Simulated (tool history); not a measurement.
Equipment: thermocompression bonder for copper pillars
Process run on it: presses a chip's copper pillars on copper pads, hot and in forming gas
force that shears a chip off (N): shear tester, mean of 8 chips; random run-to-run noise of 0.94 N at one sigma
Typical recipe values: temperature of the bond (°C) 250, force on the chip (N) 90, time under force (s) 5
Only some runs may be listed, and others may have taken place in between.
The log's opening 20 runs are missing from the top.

run,hour,temperature of the bond (°C),force on the chip (N),time under force (s),hours of work since the heater was calibrated,hours of work since the force cell was calibrated,hours of work since the gas filter was changed,force that shears a chip off (N)
21,361.5,238,68,4,295,480,21,57.4
22,378.1,238,68,4,304,488,29,57.4
23,395.7,238,68,11,313,497,38,77.4
24,407.9,257,71,8,319,503,44,88.4
25,422.8,244,65,12,326,511,52,84.1
26,434.5,244,84,12,332,517,58,91.0
27,456.8,255,74,12,344,528,69,97.5
28,477.5,250,130,14,354,539,79,106.5
29,488.1,250,130,14,359,544,85,106.4
30,508.2,279,72,6,370,554,95,98.9
31,528.7,224,84,3,380,565,105,45.5
32,547.1,274,90,6,389,574,115,99.6
33,565.8,245,111,5,399,583,124,80.8
34,583.4,242,108,5,408,592,133,76.9

Estimate the outcome of run 35 from the log above:
35,596.6,242,108,5,414,599,140,?

{"run 35": {"force that shears a chip off (N)": 78.6}}
Without the tool's hidden state the same run would have given force that shears a chip off (N) 78.0.

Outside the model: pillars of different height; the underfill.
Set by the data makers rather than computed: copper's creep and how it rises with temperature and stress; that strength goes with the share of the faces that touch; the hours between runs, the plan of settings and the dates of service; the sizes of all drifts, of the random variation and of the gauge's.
